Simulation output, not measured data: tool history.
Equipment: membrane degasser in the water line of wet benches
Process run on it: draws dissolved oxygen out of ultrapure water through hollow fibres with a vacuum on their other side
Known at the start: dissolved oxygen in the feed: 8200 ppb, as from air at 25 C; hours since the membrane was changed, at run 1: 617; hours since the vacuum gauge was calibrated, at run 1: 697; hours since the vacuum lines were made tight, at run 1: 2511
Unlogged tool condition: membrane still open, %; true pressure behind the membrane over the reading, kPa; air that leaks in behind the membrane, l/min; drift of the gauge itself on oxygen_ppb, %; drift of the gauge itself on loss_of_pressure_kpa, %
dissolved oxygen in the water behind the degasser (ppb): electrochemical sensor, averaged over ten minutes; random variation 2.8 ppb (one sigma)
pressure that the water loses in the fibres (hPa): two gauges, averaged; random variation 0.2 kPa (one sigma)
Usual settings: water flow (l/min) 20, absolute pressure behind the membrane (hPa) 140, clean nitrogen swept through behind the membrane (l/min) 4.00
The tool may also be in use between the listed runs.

run     day  water flow (l/min)  absolute pressure behind the membrane (hPa)  clean nitrogen swept through behind the membrane (l/min)  hours since the membrane was changed  hours since the vacuum gauge was calibrated  hours since the vacuum lines were made tight  dissolved oxygen in the water behind the degasser (ppb)  pressure that the water loses in the fibres (hPa)
  1   0.000                  20                                          140                                                      4.00                                   617                                          697                                          2511                                                    276.6                                              443.5
  2   1.788                  20                                          140                                                      3.85                                   660                                          740                                          2554                                                    283.8                                              440.6
  3   3.042                  20                                          140                                                      3.85                                   690                                          770                                          2584                                                    284.9                                              441.9
  4   5.488                  20                                          140                                                      3.85                                   749                                          829                                          2642                                                    290.0                                              441.2
  5   7.662                  20                                          140                                                      3.85                                   801                                          881                                          2695                                                    281.1                                              443.1
  6  10.388                  20                                          140                                                      3.85                                   867                                          947                                          2760                                                    286.5                                              444.2
  7  11.817                  20                                          140                                                      3.85                                   901                                          981                                          2794                                                    282.2                                              443.7
  8  14.038                  20                                          140                                                      3.85                                   954                                         1034                                          2848                                                    287.6                                              443.8
  9  15.475                  20                                          297                                                      4.00                                   989                                         1069                                          2882                                                    455.4                                              444.7
 10  17.767                  20                                          297                                                      4.00                                  1044                                         1124                                          2937                                                    459.4                                              444.9
 11  19.133                  20                                           91                                                      4.00                                  1077                                         1157                                          2970                                                    220.2                                              443.8
 12  22.100                  16                                          140                                                      4.00                                  1148                                         1228                                          3041                                                    198.4                                              356.4
 13  23.375                  16                                          140                                                      4.00                                  1178                                         1258                                          3072                                                    201.3                                              355.7
 14  26.279                  16                                          140                                                      4.00                                  1248                                         1328                                          3141                                                    201.2                                              352.5
 15  28.938                  16                                          140                                                      6.18                                  1312                                         1392                                          3205                                                    167.7                                              353.7
 16  31.396                  20                                          140                                                      4.00                                  1371                                         1451                                          3264                                                    281.3                                              443.6
 17  33.146                  20                                          191                                                      4.00                                  1413                                         1493                                          3306                                                    341.3                                              444.9
 18  34.779                  20                                          191                                                      4.00                                  1452                                         1532                                          3345                                                    343.8                                              446.0
 19  36.417                  15                                          322                                                      7.48                                  1491                                         1572                                          3385                                                    224.3                                              330.4
 20  38.783                  15                                          322                                                      7.48                                  1548                                         1628                                          3442                                                    227.4                                              333.1
 21  40.350                  13                                          102                                                      6.81                                  1586                                         1666                                          3479                                                     94.5                                              289.3
 22  42.538                  13                                          102                                                      6.81                                  1638                                         1718                                          3532                                                     95.2                                              288.7
 23  44.567                  24                                          148                                                      2.98                                  1687                                         1767                                          3580                                                    417.2                                              532.7
 24  46.988                  20                                          269                                                      3.89                                  1745                                         1825                                          3638                                                    442.2                                              443.7
 25  48.683                  20                                          269                                                      3.89                                  1786                                         1866                                          3679                                                    436.1                                              444.6
 26  50.742                  20                                          140                                                      4.90                                  1835                                         1915                                          3729                                                    262.8                                              444.2
 27  53.638                  20                                          139                                                      5.01                                  1905                                         1985                                          3798                                                    257.0                                              442.6
 28  55.875                  20                                          139                                                      5.01                                  1958                                         2039                                          3852                                                    254.9                                              448.3
 29  58.438                  20                                          139                                                      5.01                                  2020                                         2100                                          3913                                                    259.9                                              440.6
 30  61.096                  23                                          147                                                      3.03                                  2084                                         2164                                          3977                                                    401.1                                              511.9
 31  63.546                  23                                           94                                                      5.99                                  2142                                         2223                                          4036                                                    256.3                                              511.5
 32  66.308                  21                                          114                                                      4.00                                  2209                                         2289                                          4102                                                    272.3                                              470.7

Predict each of these 4 candidate next runs independently; none follows another, all start after run 32:
  A  67.788                  18                                          114                                                      4.00                                  2244                                         2324                                          4138                                                        ?                                                  ?
  B  67.788                  20                                          136                                                      2.56                                  2244                                         2324                                          4138                                                        ?                                                  ?
  C  67.788                  20                                          151                                                      4.00                                  2244                                         2324                                          4138                                                        ?                                                  ?
  D  67.788                  23                                          350                                                      4.00                                  2244                                         2324                                          4138                                                        ?                                                  ?

run  dissolved oxygen in the water behind the degasser (ppb)  pressure that the water loses in the fibres (hPa)
  A                                                    219.2                                              402.1
  B                                                    341.4                                              450.6
  C                                                    294.2                                              447.2
  D                                                    615.8                                              511.1
Had the tool no hidden state, the same runs would have come out as:
run  dissolved oxygen in the water behind the degasser (ppb)  pressure that the water loses in the fibres (hPa)
  A                                                    210.2                                              397.1
  B                                                    330.0                                              445.1
  C                                                    283.9                                              441.6
  D                                                    601.5                                              504.7
